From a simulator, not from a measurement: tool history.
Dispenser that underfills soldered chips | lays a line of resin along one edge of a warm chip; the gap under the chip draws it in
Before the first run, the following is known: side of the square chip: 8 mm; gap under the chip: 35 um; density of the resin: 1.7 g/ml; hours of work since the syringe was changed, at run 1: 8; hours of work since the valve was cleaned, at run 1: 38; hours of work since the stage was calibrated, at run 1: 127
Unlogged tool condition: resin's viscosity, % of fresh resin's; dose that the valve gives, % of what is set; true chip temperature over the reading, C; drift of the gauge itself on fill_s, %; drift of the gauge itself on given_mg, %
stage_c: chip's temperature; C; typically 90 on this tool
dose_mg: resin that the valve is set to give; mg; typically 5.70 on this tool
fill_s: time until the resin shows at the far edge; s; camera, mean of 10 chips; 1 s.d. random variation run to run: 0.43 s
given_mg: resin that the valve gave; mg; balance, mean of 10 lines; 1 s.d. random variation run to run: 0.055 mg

| run | hour | stage_c | dose_mg | hours of work since the syringe was changed | hours of work since the valve was cleaned | hours of work since the stage was calibrated | fill_s | given_mg |
|---|---|---|---|---|---|---|---|---|
| 1 | 0.0 | 90 | 5.70 | 8 | 38 | 127 | 56.3 | 5.50 |
| 2 | 4.2 | 90 | 5.70 | 11 | 41 | 130 | 70.7 | 5.46 |
|  | 5.0 | new syringe of resin |
| 3 | 6.6 | 90 | 5.70 | 1 | 42 | 131 | 32.6 | 5.57 |
| 4 | 9.7 | 90 | 5.70 | 3 | 44 | 133 | 39.5 | 5.47 |
| 5 | 13.1 | 100 | 5.70 | 6 | 47 | 136 | 35.1 | 5.43 |
| 6 | 16.4 | 90 | 5.70 | 8 | 49 | 138 | 58.2 | 5.52 |
|  | 20.9 | new syringe of resin |
| 7 | 21.5 | 90 | 5.70 | 0 | 52 | 141 | 30.0 | 5.53 |
| 8 | 25.5 | 90 | 7.30 | 3 | 55 | 144 | 36.9 | 6.88 |
| 9 | 28.2 | 90 | 7.30 | 5 | 57 | 146 | 43.6 | 6.95 |
| 10 | 32.7 | 90 | 7.30 | 8 | 60 | 149 | 56.9 | 6.88 |
| 11 | 36.0 | 90 | 7.30 | 11 | 63 | 152 | 68.2 | 6.91 |
|  | 36.8 | new syringe of resin |
| 12 | 40.1 | 90 | 7.30 | 2 | 65 | 154 | 33.9 | 6.78 |
| 13 | 43.0 | 90 | 7.30 | 4 | 67 | 156 | 40.8 | 6.85 |
| 14 | 47.8 | 90 | 4.81 | 8 | 71 | 160 | 58.9 | 4.55 |
| 15 | 51.9 | 90 | 5.70 | 11 | 73 | 162 | 71.9 | 5.37 |
|  | 52.8 | new syringe of resin |
| 16 | 56.4 | 90 | 5.70 | 3 | 76 | 165 | 36.0 | 5.31 |
| 17 | 59.6 | 102 | 5.70 | 5 | 79 | 168 | 30.8 | 5.35 |
| 18 | 64.4 | 102 | 5.70 | 8 | 82 | 171 | 40.2 | 5.28 |
| 19 | 68.3 | 82 | 5.58 | 11 | 85 | 174 | 95.1 | 5.20 |
|  | 68.9 | new syringe of resin |
|  | 70.3 | dispensing valve cleaned and set on the balance |
| 20 | 72.3 | 87 | 5.83 | 2 | 1 | 176 | 36.5 | 5.89 |
| 21 | 76.7 | 87 | 5.83 | 5 | 4 | 179 | 47.2 | 5.85 |
| 22 | 79.5 | 85 | 6.15 | 7 | 6 | 181 | 59.8 | 6.14 |
| 23 | 83.2 | 85 | 5.70 | 9 | 9 | 183 | 74.6 | 5.63 |
|  | 85.9 | new syringe of resin |
| 24 | 85.9 | 77 | 7.32 | 0 | 11 | 185 | 42.4 | 7.24 |
| 25 | 88.0 | 77 | 7.32 | 1 | 12 | 186 | 48.8 | 7.24 |
| 26 | 91.3 | 104 | 6.30 | 4 | 14 | 189 | 25.7 | 6.25 |
| 27 | 95.6 | 104 | 6.30 | 7 | 17 | 192 | 33.9 | 6.18 |
| 28 | 99.6 | 89 | 6.14 | 10 | 20 | 194 | 67.5 | 6.01 |
|  | 101.8 | new syringe of resin |
| 29 | 101.8 | 83 | 5.70 | 0 | 22 | 196 | 35.8 | 5.57 |
| 30 | 105.0 | 102 | 5.92 | 2 | 24 | 198 | 24.2 | 5.79 |
| 31 | 107.0 | 87 | 5.12 | 4 | 25 | 199 | 43.8 | 4.94 |
| 32 | 109.9 | 99 | 6.63 | 6 | 27 | 201 | 34.8 | 6.46 |
| 33 | 113.5 | 79 | 6.77 | 8 | 30 | 204 | 78.5 | 6.45 |
|  | 117.8 | new syringe of resin |
| 34 | 117.9 | 94 | 6.56 | 0 | 33 | 207 | 25.3 | 6.43 |
| 35 | 120.1 | 94 | 6.56 | 2 | 34 | 208 | 28.3 | 6.33 |
| 36 | 123.2 | 87 | 6.34 | 4 | 36 | 210 | 43.2 | 6.11 |

Take each entry between the runs: how does the hidden state at the last listed run before it differ from the hidden state at the first listed run after it?
In the gap between runs 2 and 3: new syringe of resin (hour 5.0)
  resin's viscosity, % of fresh resin's: 244.2 -> 111; dose that the valve gives, % of what is set: 96.15 -> 96.02; true chip temperature over the reading, C: 1.44 -> 1.45
  measured less the result without the state, fill_s: +41.0 -> +2.1 s; given_mg: -0.22 -> -0.23 mg
In the gap between runs 6 and 7: new syringe of resin (hour 20.9)
  resin's viscosity, % of fresh resin's: 197.6 -> 102.7; dose that the valve gives, % of what is set: 95.45 -> 95.16; true chip temperature over the reading, C: 1.49 -> 1.51
  measured less the result without the state, fill_s: +27.4 -> -0.3 s; given_mg: -0.25 -> -0.28 mg
In the gap between runs 11 and 12: new syringe of resin (hour 36.8)
  resin's viscosity, % of fresh resin's: 241.1 -> 121.6; dose that the valve gives, % of what is set: 94.3 -> 94.08; true chip temperature over the reading, C: 1.58 -> 1.6
  measured less the result without the state, fill_s: +39.0 -> +4.8 s; given_mg: -0.41 -> -0.43 mg
In the gap between runs 15 and 16: new syringe of resin (hour 52.8)
  resin's viscosity, % of fresh resin's: 243.9 -> 124.2; dose that the valve gives, % of what is set: 93.37 -> 93.12; true chip temperature over the reading, C: 1.65 -> 1.67
  measured less the result without the state, fill_s: +41.3 -> +6.0 s; given_mg: -0.37 -> -0.39 mg
In the gap between runs 19 and 20: new syringe of resin (hour 68.9); dispensing valve cleaned and set on the balance (hour 70.3)
  resin's viscosity, % of fresh resin's: 250.2 -> 115.3; dose that the valve gives, % of what is set: 92.44 -> 99.64; true chip temperature over the reading, C: 1.72 -> 1.73
  measured less the result without the state, fill_s: +55.7 -> +3.2 s; given_mg: -0.43 -> -0.02 mg
In the gap between runs 23 and 24: new syringe of resin (hour 85.9)
  resin's viscosity, % of fresh resin's: 218.7 -> 100; dose that the valve gives, % of what is set: 98.99 -> 98.85; true chip temperature over the reading, C: 1.78 -> 1.79
  measured less the result without the state, fill_s: +38.6 -> -2.5 s; given_mg: -0.06 -> -0.09 mg
In the gap between runs 28 and 29: new syringe of resin (hour 101.8)
  resin's viscosity, % of fresh resin's: 223.4 -> 98.7; dose that the valve gives, % of what is set: 98.01 -> 97.89; true chip temperature over the reading, C: 1.85 -> 1.86
  measured less the result without the state, fill_s: +35.4 -> -2.6 s; given_mg: -0.12 -> -0.12 mg
In the gap between runs 33 and 34: new syringe of resin (hour 117.8)
  resin's viscosity, % of fresh resin's: 196.4 -> 100.7; dose that the valve gives, % of what is set: 97.19 -> 96.94; true chip temperature over the reading, C: 1.91 -> 1.93
  measured less the result without the state, fill_s: +36.2 -> -1.2 s; given_mg: -0.19 -> -0.20 mg
